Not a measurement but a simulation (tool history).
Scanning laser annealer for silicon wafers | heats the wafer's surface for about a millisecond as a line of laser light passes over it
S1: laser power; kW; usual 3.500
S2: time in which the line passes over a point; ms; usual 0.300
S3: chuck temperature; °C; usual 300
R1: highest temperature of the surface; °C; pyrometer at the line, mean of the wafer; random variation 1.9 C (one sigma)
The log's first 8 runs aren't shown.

run	day	S1	S2	S3	R1
9	15.175	3.500	0.300	300	1064
# day 16.312: window over the wafer cleaned
10	16.604	3.340	0.300	300	1022
11	18.079	3.500	0.300	300	1057
12	20.154	3.500	0.300	300	1057
13	21.992	3.500	0.300	300	1057
14	23.212	3.500	0.300	300	1056
15	25.275	3.500	0.300	300	1051
# day 27.479: window over the wafer cleaned, once more
16	27.479	3.753	0.261	263	1049
17	29.242	3.125	0.261	264	915
18	31.479	3.639	0.261	324	1088
19	33.404	3.639	0.261	324	1085
20	34.629	3.148	0.283	279	954
21	36.458	3.633	0.300	300	1101
22	37.846	3.633	0.300	300	1103
23	39.042	3.633	0.300	300	1103
24	41.329	3.633	0.351	315	1173
25	42.788	3.633	0.351	315	1173
26	44.362	3.098	0.292	300	968
27	46.654	3.165	0.330	334	1053
28	48.496	3.165	0.330	334	1050
29	50.321	3.344	0.300	300	1028
30	52.575	3.344	0.300	300	1026

Forecast each of these 3 alternatives for the next run:
A	54.312	3.500	0.214	300	?
B	54.312	3.213	0.300	293	?
C	54.312	3.500	0.348	280	?

run	R1
A	956
B	988
C	1093
Without the tool's hidden state the same runs would have given:
run	R1
A	986
B	1020
C	1131
